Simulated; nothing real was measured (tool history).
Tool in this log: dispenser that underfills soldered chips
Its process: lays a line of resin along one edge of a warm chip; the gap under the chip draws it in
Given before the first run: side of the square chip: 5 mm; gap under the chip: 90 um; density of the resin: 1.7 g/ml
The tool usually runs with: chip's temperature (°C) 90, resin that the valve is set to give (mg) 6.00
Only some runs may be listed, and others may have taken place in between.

run    day  chip's temperature (°C)  resin that the valve is set to give (mg)  time until the resin shows at the far edge (s)  resin that the valve gave (mg)
  1  0.000                       90                                      6.00                                            21.9                            5.89
     0.046  -- new syringe of resin
  2  0.162                       90                                      6.00                                            17.4                            5.90
  3  0.254                       77                                      6.00                                            36.2                            5.87
     0.362  -- new syringe of resin
  4  0.442                       77                                      6.00                                            30.2                            5.86
  5  0.583                       77                                      6.00                                            37.6                            5.85
     0.667  -- new syringe of resin
  6  0.688                       77                                      6.00                                            26.7                            5.85
  7  0.854                       90                                      5.66                                            19.3                            5.52
  8  0.938                       90                                      5.66                                            21.9                            5.53
     0.975  -- new syringe of resin
  9  1.133                       90                                      6.00                                            19.1                            5.85
     1.292  -- new syringe of resin
 10  1.312                       94                                      6.00                                            12.7                            5.85
 11  1.458                       94                                      6.00                                            15.8                            5.83
     1.596  -- new syringe of resin
 12  1.625                       94                                      5.23                                            13.3                            5.08
 13  1.700                       78                                      5.21                                            30.6                            5.06
 14  1.829                       84                                      6.39                                            27.1                            6.20
     1.912  -- new syringe of resin
 15  1.958                       84                                      5.45                                            21.1                            5.27
 16  2.125                       84                                      5.45                                            26.9                            5.28
     2.229  -- new syringe of resin
 17  2.238                       84                                      5.45                                            20.8                            5.26
 18  2.325                       84                                      5.45                                            23.0                            5.28
 19  2.421                       86                                      5.69                                            23.7                            5.50

Here are 3 independent what-if runs from the current tool condition. What would each one return?
  A  2.521                       87                                      5.74                                               ?                               ?
  B  2.521                       77                                      6.41                                               ?                               ?
  C  2.521                       86                                      5.88                                               ?                               ?

run  time until the resin shows at the far edge (s)  resin that the valve gave (mg)
  A                                            26.1                            5.55
  B                                            40.1                            6.21
  C                                            27.3                            5.68
Had the tool no hidden state, the same runs would have come out as:
run  time until the resin shows at the far edge (s)  resin that the valve gave (mg)
  A                                            16.7                            5.75
  B                                            25.5                            6.43
  C                                            17.5                            5.88
